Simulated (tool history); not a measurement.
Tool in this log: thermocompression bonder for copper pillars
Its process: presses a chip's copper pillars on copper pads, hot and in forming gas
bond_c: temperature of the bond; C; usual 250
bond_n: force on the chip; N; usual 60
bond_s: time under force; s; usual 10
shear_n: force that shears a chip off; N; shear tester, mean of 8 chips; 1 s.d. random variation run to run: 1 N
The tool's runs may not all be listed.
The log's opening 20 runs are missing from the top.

run	hour	bond_c	bond_n	bond_s	shear_n
21	581.4	254	60	14	112.1
# hour 603.3: force cell calibrated
22	610.4	223	60	8	72.1
23	629.3	250	69	10	107
24	657.1	250	51	8	86.8
25	687	250	51	8	86.7
26	708.5	250	51	8	84.2
# hour 724.7: heater calibrated with a thermocouple chip
27	734.9	250	51	8	96.6
# hour 744.2: forming gas filter changed
28	768.4	266	87	8	132.9
29	788.6	225	60	10	92.4
30	820.2	279	75	14	144.3
31	856.7	271	43	14	124.2
32	880.6	264	38	11	105.6
33	905.8	264	38	11	103.7
34	937.1	264	38	11	104.7
35	962	264	38	11	103.5
36	987.5	264	38	11	102.2
37	1028.3	264	38	11	101.3
# hour 1037: forming gas filter changed
38	1062.2	250	52	12	113.2
39	1103.5	224	55	19	104.7

3 options for the next run, each taken on its own from the tool as it stands now. Forecast them:
A	1121.7	276	40	12	?
B	1121.7	250	55	16	?
C	1121.7	224	55	26	?

run	shear_n
A	117.4
B	121.3
C	115.4
Had the tool no hidden state, the same runs would have come out as:
run	shear_n
A	122
B	126.1
C	120.4
